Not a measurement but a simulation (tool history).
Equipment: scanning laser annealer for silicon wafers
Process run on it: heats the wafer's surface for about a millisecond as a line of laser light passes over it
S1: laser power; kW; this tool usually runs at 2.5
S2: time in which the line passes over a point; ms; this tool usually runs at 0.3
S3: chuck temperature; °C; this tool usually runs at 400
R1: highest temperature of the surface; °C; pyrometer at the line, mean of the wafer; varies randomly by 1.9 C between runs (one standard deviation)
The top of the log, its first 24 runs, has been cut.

Run 25, hour 308.8: usual settings but S1 2.615 kW, S2 0.217 ms. Result: R1 1067 °C.
Run 26, hour 324.7: usual settings but S1 2.462 kW, S2 0.254 ms, S3 411 °C. Result: R1 1087 °C.
Run 27, hour 335.2: usual settings but S1 2.462 kW, S2 0.265 ms, S3 411 °C. Result: R1 1100 °C.
Run 28, hour 350.8: usual settings but S3 431 °C. Result: R1 1171 °C.
Run 29, hour 362.4: usual settings but S1 2.723 kW, S3 431 °C. Result: R1 1247 °C.
Run 30, hour 374.7: usual settings but S1 2.698 kW, S2 0.356 ms, S3 392 °C. Result: R1 1273 °C.
Run 31, hour 388.3: usual settings but S1 2.238 kW. Result: R1 1059 °C.
Run 32, hour 401.7: usual settings but S1 2.495 kW, S2 0.248 ms. Result: R1 1075 °C.
Run 33, hour 414.6: usual settings but S1 2.495 kW, S2 0.248 ms. Result: R1 1073 °C.
Run 34, hour 429.3: usual settings but S1 2.495 kW, S2 0.248 ms. Result: R1 1077 °C.
Run 35, hour 439.7: usual settings but S1 2.495 kW, S2 0.248 ms. Result: R1 1072 °C.
Run 36, hour 452.1: usual settings but S1 2.185 kW, S2 0.212 ms, S3 426 °C. Result: R1 967 °C.
Run 37, hour 461.8: usual settings but S2 0.329 ms. Result: R1 1174 °C.
Run 38, hour 474: usual settings but S3 391 °C. Result: R1 1135 °C.
Run 39, hour 488.7: usual settings but S3 391 °C. Result: R1 1130 °C.
Run 40, hour 497.2: usual settings but S1 2.146 kW, S3 376 °C. Result: R1 1001 °C.
Run 41, hour 504.3: usual settings but S1 2.146 kW, S3 376 °C. Result: R1 1001 °C.

Branching from run 41: 3 alternative next runs. What would each branch give?
Run A, hour 519.3: usual settings but S1 2.492 kW, S3 383 °C. Result: R1 ?.
Run B, hour 519.3: usual settings but S1 2.137 kW, S2 0.29 ms. Result: R1 ?.
Run C, hour 519.3: usual settings but S1 2.427 kW, S2 0.217 ms. Result: R1 ?.

run    R1
  A  1118
  B  1012
  C  1011
Had the tool no hidden state, the same runs would have come out as:
run    R1
  A  1131
  B  1024
  C  1023
